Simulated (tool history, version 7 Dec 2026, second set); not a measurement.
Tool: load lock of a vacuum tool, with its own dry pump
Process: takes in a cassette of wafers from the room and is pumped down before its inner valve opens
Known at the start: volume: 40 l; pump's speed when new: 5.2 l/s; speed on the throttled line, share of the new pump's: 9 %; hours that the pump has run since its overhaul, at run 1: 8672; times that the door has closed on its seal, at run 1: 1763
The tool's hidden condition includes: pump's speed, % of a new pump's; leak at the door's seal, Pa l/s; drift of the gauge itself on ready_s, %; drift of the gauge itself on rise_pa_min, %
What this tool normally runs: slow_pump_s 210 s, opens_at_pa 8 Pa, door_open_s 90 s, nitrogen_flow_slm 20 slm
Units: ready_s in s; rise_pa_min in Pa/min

| run | hour | slow_pump_s | opens_at_pa | door_open_s | nitrogen_flow_slm | hours that the pump has run since its overhaul | times that the door has closed on its seal | incoming humidity of the room's air, % | ready_s | rise_pa_min |
|---|---|---|---|---|---|---|---|---|---|---|
| 1 | 0.0 | 210 | 8 | 90 | 20 | 8672 | 1763 | 44.4 | 271.2 | 0.066 |
| 2 | 255.9 | 210 | 8 | 90 | 20 | 8928 | 2715 | 42.5 | 271.1 | 0.068 |
| 3 | 397.3 | 210 | 8 | 90 | 20 | 9070 | 3241 | 45.3 | 271.6 | 0.080 |
| 4 | 663.9 | 210 | 8 | 81 | 20 | 9336 | 4232 | 45.3 | 270.0 | 0.077 |
| 5 | 900.1 | 210 | 8 | 90 | 20 | 9572 | 5111 | 46.4 | 273.1 | 0.101 |
| 6 | 1093.1 | 210 | 8 | 90 | 20 | 9765 | 5828 | 46.1 | 271.3 | 0.099 |
| 7 | 1309.4 | 210 | 8 | 90 | 20 | 9982 | 6633 | 42.6 | 273.7 | 0.101 |
| 8 | 1554.4 | 210 | 8 | 90 | 20 | 10227 | 7544 | 47.0 | 271.7 | 0.127 |
| 9 | 1763.5 | 210 | 9 | 90 | 20 | 10436 | 8321 | 42.7 | 270.0 | 0.130 |
| 10 | 1997.1 | 210 | 9 | 90 | 20 | 10669 | 9190 | 43.2 | 272.1 | 0.142 |
| 11 | 2146.2 | 210 | 9 | 90 | 20 | 10819 | 9744 | 43.2 | 269.3 | 0.154 |
| 12 | 2270.1 | 128 | 8 | 35 | 18 | 10942 | 10205 | 45.6 | 200.4 | 0.139 |
| 13 | 2546.3 | 124 | 8 | 53 | 20 | 11219 | 11232 | 46.1 | 197.7 | 0.165 |
| 14 | 2819.7 | 373 | 12 | 90 | 20 | 11492 | 12249 | 48.6 | 415.5 | 0.204 |
| 15 | 3056.2 | 210 | 14 | 161 | 18 | 11729 | 13128 | 44.4 | 266.4 | 0.239 |
| 16 | 3228.7 | 210 | 14 | 161 | 5 | 11901 | 13770 | 46.2 | 267.8 | 0.300 |
| 17 | 3363.7 | 210 | 14 | 161 | 5 | 12036 | 14272 | 49.4 | 269.2 | 0.312 |
| 18 | 3622.8 | 210 | 14 | 161 | 5 | 12295 | 15235 | 44.0 | 267.4 | 0.320 |

Selected run-to-run steps in ready_s, each split into two signed amounts: the part the tool would show with no hidden state at all (from settings, incoming material and random variation), and the remainder, which goes to the hidden state together with any gauge scatter not common to the measured and the hidden-state-free results:
Run 13 -> 14: slow_pump_s 124 -> 373, opens_at_pa 8 -> 12, door_open_s 53 -> 90. ready_s +217.8 s: hidden state -4.3, all else +222.1.
